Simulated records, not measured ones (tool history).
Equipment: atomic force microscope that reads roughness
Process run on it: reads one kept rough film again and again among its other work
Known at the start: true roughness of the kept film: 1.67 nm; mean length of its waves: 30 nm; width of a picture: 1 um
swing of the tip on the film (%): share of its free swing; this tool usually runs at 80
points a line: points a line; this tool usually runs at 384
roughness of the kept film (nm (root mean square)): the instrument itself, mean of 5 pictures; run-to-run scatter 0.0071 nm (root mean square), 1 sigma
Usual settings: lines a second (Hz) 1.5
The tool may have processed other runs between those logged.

run	hour	lines a second (Hz)	swing of the tip on the film (%)	points a line	roughness of the kept film (nm (root mean square))
1	0	1.5	80	384	1.44
2	7.1	2.56	80	384	1.33
3	14.3	1.5	78	384	1.403
4	21.5	1.5	80	384	1.357
5	29.7	1.5	80	384	1.325
6	40.8	1.5	80	454	1.311
# hour 48.5: new tip fitted
7	52	1.5	80	454	1.436
# hour 54: height scale calibrated on a step standard
8	62	1.5	80	454	1.405
9	69.6	1.5	80	454	1.381
10	75.3	1.5	80	454	1.363
# hour 82.7: height scale calibrated on a step standard, once more
11	86.6	2.31	80	384	1.294
12	95.4	2.31	80	384	1.26
13	106.1	1.5	80	384	1.278
# hour 107.6: new tip fitted
14	116.4	1.5	80	384	1.43
15	125	1.5	80	611	1.401
16	134	2.05	73	272	1.358
17	143.3	2.05	73	272	1.334
18	153.5	1.5	61	384	1.375
19	161.1	1.5	61	384	1.349
# hour 164.6: new tip fitted
20	167.3	1.5	76	654	1.477
21	176.8	1.5	76	654	1.433
22	185	0.76	76	292	1.433
23	196.8	1.34	55	680	1.453
24	208.5	1.3	64	384	1.39
25	214.8	0.64	71	613	1.383

Alternative continuations, all from the tool just after run 25; predict every row:
# hour 221.4: new tip fitted
A	225.5	1.01	71	404	?
# hour 221.4: new tip fitted
B	225.5	1.5	80	681	?
# hour 221.4: new tip fitted
C	225.5	2.19	80	360	?

run	roughness of the kept film (nm (root mean square))
A	1.516
B	1.467
C	1.394
What these runs would have given with no unlogged condition in the tool:
run	roughness of the kept film (nm (root mean square))
A	1.531
B	1.481
C	1.408
